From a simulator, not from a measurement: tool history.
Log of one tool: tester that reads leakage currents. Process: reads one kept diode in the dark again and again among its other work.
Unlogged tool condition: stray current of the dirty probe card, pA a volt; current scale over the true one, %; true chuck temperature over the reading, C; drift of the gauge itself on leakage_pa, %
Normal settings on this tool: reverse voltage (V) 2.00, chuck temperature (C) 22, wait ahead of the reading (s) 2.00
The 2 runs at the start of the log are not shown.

| run | hour | reverse voltage (V) | chuck temperature (C) | wait ahead of the reading (s) | hours of work since the probe card was cleaned | hours of work since the tester was calibrated | hours of work since the chuck was calibrated | current that the tester gives (pA) |
|---|---|---|---|---|---|---|---|---|
| 3 | 204.7 | 2.00 | 20 | 2.00 | 836 | 3297 | 359 | 21.79 |
| 4 | 276.7 | 3.68 | 22 | 2.00 | 893 | 3355 | 417 | 34.35 |
| 5 | 353.6 | 2.00 | 22 | 1.64 | 955 | 3416 | 478 | 25.78 |
| 6 | 427.0 | 2.00 | 22 | 0.45 | 1014 | 3475 | 537 | 25.91 |
| 7 | 554.6 | 2.00 | 22 | 0.45 | 1116 | 3577 | 639 | 26.00 |
| 8 | 677.5 | 2.00 | 22 | 2.00 | 1214 | 3675 | 737 | 25.70 |
| 9 | 801.4 | 10.35 | 22 | 2.00 | 1313 | 3774 | 836 | 57.08 |
| 10 | 923.2 | 2.00 | 40 | 2.00 | 1410 | 3871 | 933 | 101.94 |
| 11 | 1008.5 | 3.08 | 22 | 2.00 | 1478 | 3939 | 1001 | 31.35 |
| 12 | 1104.6 | 3.08 | 22 | 2.00 | 1555 | 4016 | 1078 | 31.66 |
|  | 1130.3 | tester calibrated |
| 13 | 1163.0 | 3.08 | 22 | 2.00 | 1600 | 26 | 1123 | 30.54 |
| 14 | 1245.0 | 3.08 | 22 | 0.73 | 1666 | 92 | 1189 | 30.90 |
| 15 | 1349.1 | 3.08 | 22 | 0.73 | 1749 | 175 | 1272 | 30.83 |
| 16 | 1461.6 | 2.00 | 22 | 2.00 | 1839 | 265 | 1362 | 24.88 |
| 17 | 1560.6 | 2.00 | 22 | 2.00 | 1918 | 344 | 1441 | 24.79 |
| 18 | 1679.7 | 2.00 | 22 | 2.00 | 2013 | 439 | 1536 | 24.91 |
| 19 | 1755.7 | 2.00 | 40 | 2.00 | 2074 | 500 | 1597 | 98.34 |
| 20 | 1829.9 | 2.00 | 22 | 0.65 | 2133 | 559 | 1656 | 24.81 |
| 21 | 1927.4 | 2.00 | 22 | 0.65 | 2211 | 637 | 1734 | 24.81 |
|  | 1939.1 | probe card cleaned and baked |
| 22 | 2032.1 | 2.00 | 35 | 2.00 | 74 | 718 | 1815 | 67.95 |
| 23 | 2101.4 | 2.00 | 27 | 0.33 | 130 | 773 | 1870 | 37.30 |
| 24 | 2187.7 | 2.00 | 27 | 0.49 | 199 | 842 | 1939 | 37.06 |
| 25 | 2283.0 | 1.09 | 38 | 7.57 | 275 | 919 | 2016 | 63.64 |
| 26 | 2396.2 | 7.30 | 38 | 2.73 | 365 | 1009 | 2106 | 157.47 |
| 27 | 2471.1 | 1.06 | 51 | 2.73 | 425 | 1069 | 2166 | 156.63 |

Run 28, settings as shown, results not yet in. Your forecast:
| 28 | 2599.6 | 11.02 | 44 | 0.31 | 528 | 1171 | 2268 | ? |

For run 28 the tool returned current that the tester gives (pA) 294.59.
If the tool had no hidden condition, the same run with the same run-to-run variation would have returned current that the tester gives (pA) 309.49.
